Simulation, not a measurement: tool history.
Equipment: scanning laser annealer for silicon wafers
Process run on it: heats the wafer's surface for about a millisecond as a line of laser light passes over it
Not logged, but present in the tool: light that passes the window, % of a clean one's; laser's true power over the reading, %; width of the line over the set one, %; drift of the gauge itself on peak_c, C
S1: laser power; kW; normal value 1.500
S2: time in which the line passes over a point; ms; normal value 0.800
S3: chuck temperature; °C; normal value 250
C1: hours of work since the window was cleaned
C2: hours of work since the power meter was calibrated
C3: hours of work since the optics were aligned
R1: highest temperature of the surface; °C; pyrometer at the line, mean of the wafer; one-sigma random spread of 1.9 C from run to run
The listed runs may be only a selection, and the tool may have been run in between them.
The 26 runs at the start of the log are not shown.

| run | hour | S1 | S2 | S3 | C1 | C2 | C3 | R1 |
|---|---|---|---|---|---|---|---|---|
| 27 | 177.6 | 1.426 | 0.655 | 218 | 229 | 217 | 1862 | 904 |
| 28 | 187.2 | 1.426 | 0.655 | 218 | 234 | 222 | 1867 | 899 |
| 29 | 192.4 | 1.426 | 0.655 | 218 | 237 | 225 | 1870 | 897 |
|  | 201.2 | optics aligned, line set to its width |
| 30 | 203.4 | 1.426 | 0.655 | 218 | 240 | 228 | 1 | 920 |
| 31 | 210.3 | 1.541 | 0.900 | 232 | 243 | 231 | 5 | 1127 |
| 32 | 219.4 | 1.630 | 0.571 | 214 | 248 | 236 | 10 | 991 |
| 33 | 226.0 | 1.630 | 0.571 | 214 | 252 | 239 | 13 | 992 |
| 34 | 232.2 | 1.630 | 0.571 | 214 | 255 | 243 | 16 | 991 |
| 35 | 240.4 | 1.483 | 0.867 | 268 | 259 | 247 | 20 | 1104 |

What if the next run were any one of these 3? Each begins from the tool's condition after run 35:
| A | 248.4 | 1.450 | 0.800 | 250 | 263 | 251 | 25 | ? |
| B | 248.4 | 1.566 | 0.586 | 222 | 263 | 251 | 25 | ? |
| C | 248.4 | 1.616 | 0.699 | 217 | 263 | 251 | 25 | ? |

| run | R1 |
|---|---|
| A | 1035 |
| B | 971 |
| C | 1058 |
What these runs would have given with no unlogged condition in the tool:
| run | R1 |
|---|---|
| A | 1059 |
| B | 994 |
| C | 1084 |
